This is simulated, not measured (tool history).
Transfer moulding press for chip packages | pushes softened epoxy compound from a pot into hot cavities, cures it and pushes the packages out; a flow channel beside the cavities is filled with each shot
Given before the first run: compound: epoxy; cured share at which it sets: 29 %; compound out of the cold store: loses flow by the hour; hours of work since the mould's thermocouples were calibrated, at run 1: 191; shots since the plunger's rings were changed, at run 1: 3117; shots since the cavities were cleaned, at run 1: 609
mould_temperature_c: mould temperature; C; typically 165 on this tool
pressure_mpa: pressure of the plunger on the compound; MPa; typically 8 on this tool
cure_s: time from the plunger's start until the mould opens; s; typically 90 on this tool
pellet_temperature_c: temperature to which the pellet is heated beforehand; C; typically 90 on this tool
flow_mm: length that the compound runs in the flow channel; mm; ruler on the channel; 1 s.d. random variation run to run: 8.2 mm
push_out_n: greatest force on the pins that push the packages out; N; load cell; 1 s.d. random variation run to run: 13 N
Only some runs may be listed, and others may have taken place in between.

| run | hour | mould_temperature_c | pressure_mpa | cure_s | pellet_temperature_c | hours of work since the mould's thermocouples were calibrated | shots since the plunger's rings were changed | shots since the cavities were cleaned | incoming compound's hours out of the cold store | flow_mm | push_out_n |
|---|---|---|---|---|---|---|---|---|---|---|---|
| 1 | 0 | 165 | 8 | 90 | 90 | 191 | 3117 | 609 | 27.2 | 802 | 1009 |
| 2 | 12.3 | 165 | 8 | 90 | 90 | 201 | 3298 | 790 | 27.5 | 824 | 1056 |
|  | 18.7 | cavities cleaned with cleaning compound and waxed |
| 3 | 22.4 | 165 | 8 | 90 | 90 | 207 | 3424 | 53 | 45.1 | 744 | 652 |
| 4 | 28.4 | 165 | 8 | 90 | 90 | 211 | 3514 | 143 | 24.5 | 837 | 755 |
| 5 | 37.4 | 165 | 8 | 90 | 90 | 218 | 3646 | 275 | 43.5 | 750 | 833 |
| 6 | 44.3 | 165 | 8 | 72 | 90 | 223 | 3747 | 376 | 45.8 | 758 | 1495 |
| 7 | 52.6 | 165 | 8 | 90 | 90 | 229 | 3870 | 499 | 27.8 | 808 | 959 |
| 8 | 63.4 | 165 | 8 | 90 | 90 | 237 | 4028 | 657 | 39 | 758 | 974 |
| 9 | 70.6 | 165 | 6 | 90 | 90 | 243 | 4135 | 764 | 13.2 | 754 | 1094 |
|  | 78.8 | cavities cleaned with cleaning compound and waxed |
| 10 | 84.2 | 165 | 8 | 90 | 90 | 252 | 4313 | 79 | 16.8 | 852 | 734 |
| 11 | 92.8 | 165 | 8 | 90 | 90 | 258 | 4440 | 206 | 45.6 | 735 | 757 |
| 12 | 99 | 165 | 8 | 90 | 90 | 263 | 4531 | 297 | 27.9 | 801 | 886 |
| 13 | 105 | 165 | 8 | 90 | 90 | 267 | 4620 | 386 | 34.7 | 778 | 908 |
| 14 | 111.3 | 165 | 8 | 90 | 89 | 272 | 4712 | 478 | 10.5 | 880 | 1055 |
| 15 | 122.6 | 165 | 6.13 | 90 | 96 | 280 | 4878 | 644 | 23.7 | 701 | 999 |
| 16 | 133.6 | 165 | 6.19 | 130 | 96 | 289 | 5041 | 807 | 14.9 | 740 | 784 |
|  | 139.4 | cavities cleaned with cleaning compound and waxed |
| 17 | 144.1 | 165 | 6.19 | 130 | 96 | 295 | 5174 | 70 | 48 | 622 | 494 |
| 18 | 153.8 | 165 | 6.19 | 130 | 96 | 302 | 5316 | 212 | 23.6 | 698 | 594 |
| 19 | 161 | 164 | 8 | 102 | 90 | 308 | 5423 | 319 | 43.3 | 731 | 755 |
| 20 | 173.2 | 161 | 8 | 92 | 90 | 317 | 5602 | 498 | 43.6 | 730 | 1211 |
|  | 179.8 | plunger's sealing rings changed |
| 21 | 185.9 | 161 | 9.33 | 90 | 89 | 324 | 90 | 648 | 16.2 | 1026 | 1417 |
| 22 | 194.7 | 165 | 7.2 | 113 | 90 | 331 | 220 | 778 | 37.1 | 774 | 824 |
|  | 202.6 | cavities cleaned with cleaning compound and waxed |
| 23 | 208.5 | 167 | 9.59 | 102 | 82 | 340 | 401 | 87 | 11.4 | 1026 | 562 |
| 24 | 221.2 | 167 | 9.84 | 116 | 82 | 350 | 589 | 275 | 22.5 | 977 | 619 |
| 25 | 230.4 | 167 | 9.84 | 116 | 82 | 356 | 723 | 409 | 31.7 | 929 | 705 |
| 26 | 236.6 | 164 | 6.35 | 90 | 90 | 361 | 815 | 501 | 9.1 | 833 | 1021 |
| 27 | 246.6 | 164 | 6.35 | 90 | 90 | 368 | 962 | 648 | 10.9 | 839 | 1164 |
| 28 | 259.1 | 159 | 6.35 | 98 | 90 | 378 | 1147 | 833 | 8.4 | 878 | 1530 |

Each row is a separate what-if for the run after 28, all from the same tool condition, not one after another. Results?
|  | 262.9 | cavities cleaned with cleaning compound and waxed |
| A | 268.8 | 161 | 6.6 | 98 | 90 | 384 | 1267 | 86 | 9.5 | ? | ? |
|  | 262.9 | cavities cleaned with cleaning compound and waxed |
| B | 268.8 | 161 | 6.08 | 82 | 90 | 384 | 1267 | 86 | 37.5 | ? | ? |
|  | 262.9 | cavities cleaned with cleaning compound and waxed |
| C | 268.8 | 159 | 9.62 | 90 | 87 | 384 | 1267 | 86 | 45.7 | ? | ? |
|  | 262.9 | cavities cleaned with cleaning compound and waxed |
| D | 268.8 | 161 | 8.79 | 123 | 90 | 384 | 1267 | 86 | 19.5 | ? | ? |

| run | flow_mm | push_out_n |
|---|---|---|
| A | 880 | 846 |
| B | 723 | 1108 |
| C | 887 | 1059 |
| D | 956 | 582 |
With no hidden state in the tool, these same runs would have given:
| run | flow_mm | push_out_n |
|---|---|---|
| A | 906 | 722 |
| B | 744 | 945 |
| C | 913 | 904 |
| D | 984 | 485 |
